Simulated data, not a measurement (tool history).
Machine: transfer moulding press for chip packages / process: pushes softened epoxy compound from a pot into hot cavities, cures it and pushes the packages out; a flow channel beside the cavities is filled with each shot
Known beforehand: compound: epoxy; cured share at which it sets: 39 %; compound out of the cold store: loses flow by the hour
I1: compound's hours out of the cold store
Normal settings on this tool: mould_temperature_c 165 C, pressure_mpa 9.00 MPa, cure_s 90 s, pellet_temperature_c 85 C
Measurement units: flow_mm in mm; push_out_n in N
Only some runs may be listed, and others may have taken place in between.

run 1 hour=0.0 | mould_temperature_c=165 pressure_mpa=9.00 cure_s=90 pellet_temperature_c=85 | I1=40.2 | flow_mm=660 push_out_n=502
-- hour=3.9 cavities cleaned with cleaning compound and waxed
run 2 hour=11.6 | mould_temperature_c=165 pressure_mpa=9.00 cure_s=90 pellet_temperature_c=85 | I1=46.2 | flow_mm=633 push_out_n=504
run 3 hour=21.6 | mould_temperature_c=165 pressure_mpa=9.00 cure_s=90 pellet_temperature_c=85 | I1=29.8 | flow_mm=692 push_out_n=523
run 4 hour=26.6 | mould_temperature_c=165 pressure_mpa=9.00 cure_s=90 pellet_temperature_c=85 | I1=28.5 | flow_mm=690 push_out_n=492
run 5 hour=36.7 | mould_temperature_c=165 pressure_mpa=9.00 cure_s=90 pellet_temperature_c=92 | I1=45.8 | flow_mm=644 push_out_n=474
run 6 hour=43.0 | mould_temperature_c=165 pressure_mpa=9.00 cure_s=90 pellet_temperature_c=92 | I1=45.7 | flow_mm=653 push_out_n=510
run 7 hour=47.9 | mould_temperature_c=172 pressure_mpa=9.00 cure_s=90 pellet_temperature_c=85 | I1=23.2 | flow_mm=684 push_out_n=430
run 8 hour=59.4 | mould_temperature_c=172 pressure_mpa=9.00 cure_s=90 pellet_temperature_c=85 | I1=21.2 | flow_mm=693 push_out_n=439
run 9 hour=69.7 | mould_temperature_c=172 pressure_mpa=9.00 cure_s=90 pellet_temperature_c=85 | I1=43.2 | flow_mm=634 push_out_n=431
run 10 hour=77.5 | mould_temperature_c=172 pressure_mpa=9.00 cure_s=90 pellet_temperature_c=85 | I1=16.4 | flow_mm=713 push_out_n=427
run 11 hour=85.1 | mould_temperature_c=172 pressure_mpa=9.00 cure_s=90 pellet_temperature_c=85 | I1=9.9 | flow_mm=732 push_out_n=439
run 12 hour=94.1 | mould_temperature_c=172 pressure_mpa=9.00 cure_s=90 pellet_temperature_c=85 | I1=24.6 | flow_mm=689 push_out_n=421
-- hour=96.4 cavities cleaned with cleaning compound and waxed
-- hour=102.5 plunger's sealing rings changed
run 13 hour=108.2 | mould_temperature_c=158 pressure_mpa=10.66 cure_s=117 pellet_temperature_c=92 | I1=36.1 | flow_mm=755 push_out_n=474
run 14 hour=114.6 | mould_temperature_c=165 pressure_mpa=9.00 cure_s=81 pellet_temperature_c=85 | I1=30.5 | flow_mm=687 push_out_n=596
run 15 hour=123.8 | mould_temperature_c=165 pressure_mpa=9.00 cure_s=81 pellet_temperature_c=85 | I1=47.0 | flow_mm=652 push_out_n=564
run 16 hour=130.0 | mould_temperature_c=168 pressure_mpa=7.37 cure_s=127 pellet_temperature_c=81 | I1=38.1 | flow_mm=595 push_out_n=404
run 17 hour=137.7 | mould_temperature_c=161 pressure_mpa=9.00 cure_s=119 pellet_temperature_c=85 | I1=22.1 | flow_mm=740 push_out_n=464
run 18 hour=149.5 | mould_temperature_c=160 pressure_mpa=10.97 cure_s=87 pellet_temperature_c=94 | I1=8.2 | flow_mm=867 push_out_n=790
run 19 hour=154.5 | mould_temperature_c=165 pressure_mpa=6.88 cure_s=90 pellet_temperature_c=76 | I1=31.2 | flow_mm=608 push_out_n=509

Below are 3 alternative next runs, each starting from the tool's condition after run 19. Predict each:
run A hour=165.5 | mould_temperature_c=162 pressure_mpa=9.00 cure_s=90 pellet_temperature_c=85 | I1=45.3 | flow_mm=? push_out_n=?
run B hour=165.5 | mould_temperature_c=165 pressure_mpa=6.88 cure_s=113 pellet_temperature_c=78 | I1=41.0 | flow_mm=? push_out_n=?
run C hour=165.5 | mould_temperature_c=165 pressure_mpa=9.87 cure_s=90 pellet_temperature_c=85 | I1=24.5 | flow_mm=? push_out_n=?

run=A flow_mm=655 push_out_n=587
run=B flow_mm=575 push_out_n=433
run=C flow_mm=742 push_out_n=516
Without the tool's hidden state the same runs would have given:
run=A flow_mm=656 push_out_n=580
run=B flow_mm=575 push_out_n=427
run=C flow_mm=742 push_out_n=509

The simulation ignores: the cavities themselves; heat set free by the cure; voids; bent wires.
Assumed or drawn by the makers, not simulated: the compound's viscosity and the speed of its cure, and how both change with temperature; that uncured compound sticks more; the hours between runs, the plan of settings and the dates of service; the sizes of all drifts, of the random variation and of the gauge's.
